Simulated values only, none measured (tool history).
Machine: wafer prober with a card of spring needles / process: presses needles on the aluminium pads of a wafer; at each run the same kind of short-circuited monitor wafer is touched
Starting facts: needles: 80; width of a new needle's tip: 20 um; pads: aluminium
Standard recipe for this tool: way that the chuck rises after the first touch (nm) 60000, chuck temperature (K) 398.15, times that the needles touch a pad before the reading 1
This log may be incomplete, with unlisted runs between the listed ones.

run	hour	way that the chuck rises after the first touch (nm)	chuck temperature (K)	times that the needles touch a pad before the reading	resistance of one needle with its contact and lead (mohm)	way that a needle slides on the pad (nm)
1	0	60000	398.15	1	480	14420
# hour 3.8: tips cleaned on abrasive film
# hour 8.9: tips cleaned on abrasive film
# hour 14: tips cleaned on abrasive film
2	18.5	60000	398.15	1	572	14300
# hour 19.8: tips cleaned on abrasive film
# hour 26.1: tips cleaned on abrasive film
# hour 32.5: tips cleaned on abrasive film
# hour 36.5: height of the first contact set anew
# hour 39.1: tips cleaned on abrasive film
3	40.3	60000	398.15	1	418	15380
# hour 45.3: tips cleaned on abrasive film
# hour 50.4: tips cleaned on abrasive film
# hour 56.7: tips cleaned on abrasive film
4	60.3	60000	398.15	1	537	15230
# hour 62.8: tips cleaned on abrasive film
# hour 69: tips cleaned on abrasive film
# hour 75.4: tips cleaned on abrasive film
5	80	60000	398.15	1	571	15090
# hour 81.3: tips cleaned on abrasive film
# hour 87.6: tips cleaned on abrasive film
# hour 92.7: tips cleaned on abrasive film
# hour 98.9: tips cleaned on abrasive film
6	103.4	60000	398.15	1	574	15020
# hour 104.7: tips cleaned on abrasive film
# hour 109.8: tips cleaned on abrasive film
# hour 114.9: tips cleaned on abrasive film
# hour 121.2: tips cleaned on abrasive film
7	124.7	60000	348.15	1	554	14750
# hour 127.3: tips cleaned on abrasive film
# hour 133.6: tips cleaned on abrasive film
# hour 139.8: tips cleaned on abrasive film
# hour 144.9: tips cleaned on abrasive film
8	146.8	60000	348.15	1	472	14570
# hour 150.5: tips cleaned on abrasive film
# hour 156.8: tips cleaned on abrasive film
# hour 161.8: tips cleaned on abrasive film
# hour 166.9: tips cleaned on abrasive film
# hour 173.2: tips cleaned on abrasive film
9	174.9	60000	348.15	1	449	14700
# hour 178.7: tips cleaned on abrasive film
# hour 185.1: tips cleaned on abrasive film
# hour 191.3: tips cleaned on abrasive film
10	194.7	40000	398.15	1	911	9520
# hour 197.3: tips cleaned on abrasive film
# hour 203.5: tips cleaned on abrasive film
# hour 209.9: tips cleaned on abrasive film
# hour 216.2: tips cleaned on abrasive film
11	217.3	40000	398.15	1	617	9260
# hour 222.4: tips cleaned on abrasive film
# hour 228.6: tips cleaned on abrasive film
# hour 234.9: tips cleaned on abrasive film
12	235.8	61000	398.15	1	407	14600
# hour 240.9: tips cleaned on abrasive film
# hour 247.2: tips cleaned on abrasive film
# hour 253.5: tips cleaned on abrasive film
13	256.4	61000	398.15	1	542	14530
# hour 259: tips cleaned on abrasive film
# hour 264.1: tips cleaned on abrasive film
# hour 269.2: tips cleaned on abrasive film
# hour 274.3: tips cleaned on abrasive film
# hour 275.8: height of the first contact set anew
14	279.1	61000	398.15	1	575	15660
# hour 280.4: tips cleaned on abrasive film
# hour 285.5: tips cleaned on abrasive film
# hour 291.8: tips cleaned on abrasive film
# hour 298.2: tips cleaned on abrasive film
15	301.1	61000	398.15	1	522	15240
# hour 303.6: tips cleaned on abrasive film
# hour 308.7: tips cleaned on abrasive film
# hour 315.1: tips cleaned on abrasive film
# hour 320.1: tips cleaned on abrasive film
16	321.7	44000	385.15	2	517	10950
# hour 325.5: tips cleaned on abrasive film
# hour 331.9: tips cleaned on abrasive film
# hour 338.2: tips cleaned on abrasive film
# hour 344.5: tips cleaned on abrasive film
17	348	61000	332.15	2	450	15060
# hour 350.6: tips cleaned on abrasive film
# hour 355.7: tips cleaned on abrasive film
# hour 361.9: tips cleaned on abrasive film
# hour 367: tips cleaned on abrasive film
18	368.7	53000	332.15	1	568	12980
# hour 372.6: tips cleaned on abrasive film
# hour 378.9: tips cleaned on abrasive film
# hour 384: tips cleaned on abrasive film
19	386.1	50000	398.15	1	621	11990
# hour 389.9: tips cleaned on abrasive film
# hour 395: tips cleaned on abrasive film
# hour 401.3: tips cleaned on abrasive film
20	404.7	53000	398.15	2	557	13040
# hour 407.3: tips cleaned on abrasive film
# hour 412.3: tips cleaned on abrasive film
# hour 418.7: tips cleaned on abrasive film
21	419.8	53000	398.15	2	416	12840
# hour 424.8: tips cleaned on abrasive film
# hour 429.9: tips cleaned on abrasive film
# hour 436.2: tips cleaned on abrasive film
# hour 441.3: tips cleaned on abrasive film
22	442	79000	387.15	2	312	19300
# hour 447.1: tips cleaned on abrasive film
# hour 453.4: tips cleaned on abrasive film
# hour 458.8: tips cleaned on abrasive film
23	458.8	52000	355.15	2	323	12280
# hour 465.2: tips cleaned on abrasive film
# hour 471.4: tips cleaned on abrasive film
24	474.4	52000	355.15	2	546	12270
# hour 477: tips cleaned on abrasive film
# hour 482: tips cleaned on abrasive film
# hour 487.1: tips cleaned on abrasive film
# hour 493.4: tips cleaned on abrasive film
25	493.5	46000	331.15	2	335	10680
# hour 499.7: tips cleaned on abrasive film
# hour 506.1: tips cleaned on abrasive film
# hour 512.4: tips cleaned on abrasive film
26	512.9	80000	388.15	1	338	19210
# hour 515.7: height of the first contact set anew
# hour 518.3: tips cleaned on abrasive film
# hour 523.4: tips cleaned on abrasive film
# hour 528.5: tips cleaned on abrasive film
27	533.2	59000	346.15	3	419	14790

The next listed run, before its measurement:
# hour 534.5: tips cleaned on abrasive film
# hour 540.7: tips cleaned on abrasive film
# hour 545.8: tips cleaned on abrasive film
# hour 550.9: tips cleaned on abrasive film
28	551.6	59000	346.15	3	?	?

{"run 28": {"resistance of one needle with its contact and lead (mohm)": 321, "way that a needle slides on the pad (nm)": 14580}}
Minus the tool's unlogged condition, the same run would have read resistance of one needle with its contact and lead (mohm) 262, way that a needle slides on the pad (nm) 14750.
